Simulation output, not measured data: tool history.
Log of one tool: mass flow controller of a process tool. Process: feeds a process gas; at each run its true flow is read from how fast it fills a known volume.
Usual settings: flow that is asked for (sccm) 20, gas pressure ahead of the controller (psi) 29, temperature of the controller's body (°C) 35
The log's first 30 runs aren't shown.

| run | hour | flow that is asked for (sccm) | gas pressure ahead of the controller (psi) | temperature of the controller's body (°C) | true flow (%) |
|---|---|---|---|---|---|
| 31 | 6748.7 | 12 | 34.7 | 21 | 99.74 |
| 32 | 7016.5 | 12 | 34.7 | 24 | 100.01 |
|  | 7035.8 | controller's zero set anew |
| 33 | 7190.7 | 25 | 32.2 | 25 | 100.42 |
| 34 | 7379.8 | 25 | 32.2 | 25 | 100.64 |
| 35 | 7582.1 | 25 | 32.2 | 25 | 100.59 |
| 36 | 7789.1 | 34 | 29 | 30 | 101.34 |
| 37 | 8059.9 | 20 | 37.9 | 33 | 101.32 |
| 38 | 8183.4 | 20 | 37.9 | 33 | 101.28 |
| 39 | 8388 | 20 | 37.9 | 33 | 101.45 |
| 40 | 8526.8 | 20 | 37.9 | 33 | 101.58 |
| 41 | 8769.1 | 27 | 26.4 | 22 | 100.85 |
| 42 | 8900 | 15 | 26.4 | 22 | 100.56 |
| 43 | 9167.3 | 32 | 26.4 | 33 | 101.85 |
| 44 | 9348.2 | 47 | 26.4 | 30 | 102.2 |
| 45 | 9601 | 47 | 26.4 | 30 | 102.21 |
| 46 | 9725.5 | 20 | 29 | 35 | 101.86 |
|  | 9833.3 | gauge calibrated |
| 47 | 10003.6 | 6 | 26.8 | 34 | 99.37 |
| 48 | 10131.5 | 30 | 29 | 39 | 100.5 |

Forecast each of these 3 alternatives for the next run:
| A | 10424.9 | 20 | 24.9 | 33 | ? |
| B | 10424.9 | 20 | 34.4 | 35 | ? |
| C | 10424.9 | 6 | 29.2 | 31 | ? |

| run | true flow (%) |
|---|---|
| A | 100.01 |
| B | 100.28 |
| C | 99.54 |
Without the tool's hidden state the same runs would have given:
| run | true flow (%) |
|---|---|
| A | 99.77 |
| B | 100.04 |
| C | 99.29 |
